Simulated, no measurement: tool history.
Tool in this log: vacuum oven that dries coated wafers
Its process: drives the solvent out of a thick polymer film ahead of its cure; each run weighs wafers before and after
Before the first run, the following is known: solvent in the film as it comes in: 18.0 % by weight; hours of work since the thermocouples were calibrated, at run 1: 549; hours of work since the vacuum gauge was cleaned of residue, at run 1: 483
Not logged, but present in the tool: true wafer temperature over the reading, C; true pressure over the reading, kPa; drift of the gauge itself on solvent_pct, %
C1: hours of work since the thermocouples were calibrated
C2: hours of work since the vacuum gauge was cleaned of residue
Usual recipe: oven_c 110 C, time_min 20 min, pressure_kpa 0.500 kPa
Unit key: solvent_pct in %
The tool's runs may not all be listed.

{"run": 1, "day": 0.0, "oven_c": 110, "time_min": 20, "pressure_kpa": 0.5, "C1": 549, "C2": 483, "solvent_pct": 2.26}
{"run": 2, "day": 3.562, "oven_c": 110, "time_min": 13, "pressure_kpa": 0.5, "C1": 601, "C2": 534, "solvent_pct": 4.07}
{"run": 3, "day": 5.125, "oven_c": 110, "time_min": 13, "pressure_kpa": 1.277, "C1": 623, "C2": 557, "solvent_pct": 4.72}
{"run": 4, "day": 7.175, "oven_c": 110, "time_min": 21, "pressure_kpa": 0.5, "C1": 653, "C2": 586, "solvent_pct": 2.08}
{"run": 5, "day": 9.133, "oven_c": 110, "time_min": 21, "pressure_kpa": 0.5, "C1": 681, "C2": 615, "solvent_pct": 2.09}
{"run": 6, "day": 11.05, "oven_c": 110, "time_min": 21, "pressure_kpa": 0.5, "C1": 709, "C2": 642, "solvent_pct": 2.02}
{"run": 7, "day": 14.167, "oven_c": 110, "time_min": 20, "pressure_kpa": 0.345, "C1": 754, "C2": 688, "solvent_pct": 2.06}
{"run": 8, "day": 16.779, "oven_c": 110, "time_min": 20, "pressure_kpa": 0.5, "C1": 792, "C2": 725, "solvent_pct": 2.16}
{"run": 9, "day": 20.433, "oven_c": 110, "time_min": 20, "pressure_kpa": 0.5, "C1": 845, "C2": 778, "solvent_pct": 2.19}
{"run": 10, "day": 22.896, "oven_c": 110, "time_min": 20, "pressure_kpa": 0.5, "C1": 880, "C2": 814, "solvent_pct": 2.14}
{"run": 11, "day": 24.979, "oven_c": 110, "time_min": 20, "pressure_kpa": 0.5, "C1": 910, "C2": 844, "solvent_pct": 2.17}
{"run": 12, "day": 26.5, "oven_c": 110, "time_min": 20, "pressure_kpa": 0.5, "C1": 932, "C2": 866, "solvent_pct": 2.17}
{"run": 13, "day": 29.925, "oven_c": 110, "time_min": 20, "pressure_kpa": 0.5, "C1": 982, "C2": 915, "solvent_pct": 2.13}
{"run": 14, "day": 33.508, "oven_c": 110, "time_min": 20, "pressure_kpa": 0.5, "C1": 1034, "C2": 967, "solvent_pct": 2.16}
{"run": 15, "day": 36.521, "oven_c": 110, "time_min": 20, "pressure_kpa": 0.5, "C1": 1077, "C2": 1011, "solvent_pct": 2.15}
{"day": 37.096, "done": "oven's thermocouples calibrated"}
{"run": 16, "day": 38.554, "oven_c": 110, "time_min": 20, "pressure_kpa": 0.5, "C1": 21, "C2": 1039, "solvent_pct": 1.83}
{"run": 17, "day": 40.675, "oven_c": 110, "time_min": 20, "pressure_kpa": 0.256, "C1": 52, "C2": 1070, "solvent_pct": 1.6}
{"run": 18, "day": 44.179, "oven_c": 110, "time_min": 20, "pressure_kpa": 1.819, "C1": 102, "C2": 1120, "solvent_pct": 3.02}
{"run": 19, "day": 46.496, "oven_c": 110, "time_min": 20, "pressure_kpa": 1.819, "C1": 136, "C2": 1154, "solvent_pct": 2.95}
{"day": 47.858, "done": "oven's thermocouples calibrated, once more"}
{"run": 20, "day": 48.225, "oven_c": 110, "time_min": 20, "pressure_kpa": 1.819, "C1": 5, "C2": 1178, "solvent_pct": 4.04}
{"run": 21, "day": 50.142, "oven_c": 110, "time_min": 20, "pressure_kpa": 1.819, "C1": 33, "C2": 1205, "solvent_pct": 4.05}
{"run": 22, "day": 52.325, "oven_c": 110, "time_min": 20, "pressure_kpa": 1.819, "C1": 65, "C2": 1237, "solvent_pct": 4.08}
{"run": 23, "day": 55.092, "oven_c": 110, "time_min": 20, "pressure_kpa": 1.119, "C1": 105, "C2": 1277, "solvent_pct": 3.4}
{"run": 24, "day": 58.004, "oven_c": 110, "time_min": 20, "pressure_kpa": 1.119, "C1": 147, "C2": 1319, "solvent_pct": 3.38}
{"run": 25, "day": 61.583, "oven_c": 122, "time_min": 11, "pressure_kpa": 0.5, "C1": 198, "C2": 1371, "solvent_pct": 1.96}
{"run": 26, "day": 63.388, "oven_c": 116, "time_min": 27, "pressure_kpa": 0.5, "C1": 225, "C2": 1397, "solvent_pct": 0.97}
{"run": 27, "day": 66.054, "oven_c": 114, "time_min": 20, "pressure_kpa": 0.649, "C1": 263, "C2": 1435, "solvent_pct": 1.94}
{"run": 28, "day": 68.746, "oven_c": 114, "time_min": 20, "pressure_kpa": 0.649, "C1": 302, "C2": 1474, "solvent_pct": 1.96}
{"run": 29, "day": 70.375, "oven_c": 114, "time_min": 20, "pressure_kpa": 0.649, "C1": 326, "C2": 1498, "solvent_pct": 1.9}
{"run": 30, "day": 73.642, "oven_c": 107, "time_min": 14, "pressure_kpa": 0.968, "C1": 373, "C2": 1545, "solvent_pct": 5.63}
{"run": 31, "day": 75.321, "oven_c": 112, "time_min": 32, "pressure_kpa": 0.968, "C1": 397, "C2": 1569, "solvent_pct": 1.69}
{"run": 32, "day": 76.975, "oven_c": 102, "time_min": 10, "pressure_kpa": 1.561, "C1": 421, "C2": 1593, "solvent_pct": 9.41}
{"run": 33, "day": 78.629, "oven_c": 102, "time_min": 10, "pressure_kpa": 1.669, "C1": 445, "C2": 1617, "solvent_pct": 9.46}
{"run": 34, "day": 80.846, "oven_c": 119, "time_min": 18, "pressure_kpa": 1.279, "C1": 477, "C2": 1649, "solvent_pct": 1.79}
{"run": 35, "day": 83.846, "oven_c": 115, "time_min": 20, "pressure_kpa": 0.5, "C1": 520, "C2": 1693, "solvent_pct": 1.61}
{"run": 36, "day": 85.529, "oven_c": 110, "time_min": 27, "pressure_kpa": 0.5, "C1": 545, "C2": 1717, "solvent_pct": 1.72}
{"run": 37, "day": 88.146, "oven_c": 110, "time_min": 20, "pressure_kpa": 0.5, "C1": 583, "C2": 1755, "solvent_pct": 2.63}
{"run": 38, "day": 90.792, "oven_c": 99, "time_min": 13, "pressure_kpa": 0.9, "C1": 621, "C2": 1793, "solvent_pct": 8.64}
{"run": 39, "day": 94.433, "oven_c": 99, "time_min": 13, "pressure_kpa": 0.9, "C1": 673, "C2": 1846, "solvent_pct": 8.6}
{"run": 40, "day": 97.546, "oven_c": 97, "time_min": 13, "pressure_kpa": 1.371, "C1": 718, "C2": 1891, "solvent_pct": 9.74}
{"run": 41, "day": 100.554, "oven_c": 106, "time_min": 11, "pressure_kpa": 0.739, "C1": 762, "C2": 1934, "solvent_pct": 6.74}
{"run": 42, "day": 103.762, "oven_c": 124, "time_min": 19, "pressure_kpa": 1.519, "C1": 808, "C2": 1981, "solvent_pct": 1.46}
{"run": 43, "day": 106.462, "oven_c": 97, "time_min": 20, "pressure_kpa": 1.646, "C1": 847, "C2": 2020, "solvent_pct": 8.05}
{"run": 44, "day": 109.433, "oven_c": 107, "time_min": 26, "pressure_kpa": 0.326, "C1": 890, "C2": 2063, "solvent_pct": 2.15}
{"run": 45, "day": 111.421, "oven_c": 121, "time_min": 29, "pressure_kpa": 1.185, "C1": 919, "C2": 2091, "solvent_pct": 1.26}
{"run": 46, "day": 114.621, "oven_c": 116, "time_min": 29, "pressure_kpa": 1.687, "C1": 965, "C2": 2138, "solvent_pct": 1.96}
{"run": 47, "day": 116.954, "oven_c": 110, "time_min": 13, "pressure_kpa": 0.861, "C1": 999, "C2": 2171, "solvent_pct": 4.46}

Below are 4 alternative next runs, each starting from the tool's condition after run 47. Predict each:
{"run": "A", "day": 118.858, "oven_c": 122, "time_min": 15, "pressure_kpa": 0.456, "C1": 1027, "C2": 2199, "solvent_pct": "?"}
{"run": "B", "day": 118.858, "oven_c": 98, "time_min": 13, "pressure_kpa": 0.726, "C1": 1027, "C2": 2199, "solvent_pct": "?"}
{"run": "C", "day": 118.858, "oven_c": 110, "time_min": 20, "pressure_kpa": 1.654, "C1": 1027, "C2": 2199, "solvent_pct": "?"}
{"run": "D", "day": 118.858, "oven_c": 120, "time_min": 29, "pressure_kpa": 0.271, "C1": 1027, "C2": 2199, "solvent_pct": "?"}

run=A solvent_pct=1.05
run=B solvent_pct=8.54
run=C solvent_pct=3.50
run=D solvent_pct=0.62
Stripped of hidden state, with their random variation kept, the same runs would have yielded:
run=A solvent_pct=0.96
run=B solvent_pct=8.84
run=C solvent_pct=3.63
run=D solvent_pct=0.29

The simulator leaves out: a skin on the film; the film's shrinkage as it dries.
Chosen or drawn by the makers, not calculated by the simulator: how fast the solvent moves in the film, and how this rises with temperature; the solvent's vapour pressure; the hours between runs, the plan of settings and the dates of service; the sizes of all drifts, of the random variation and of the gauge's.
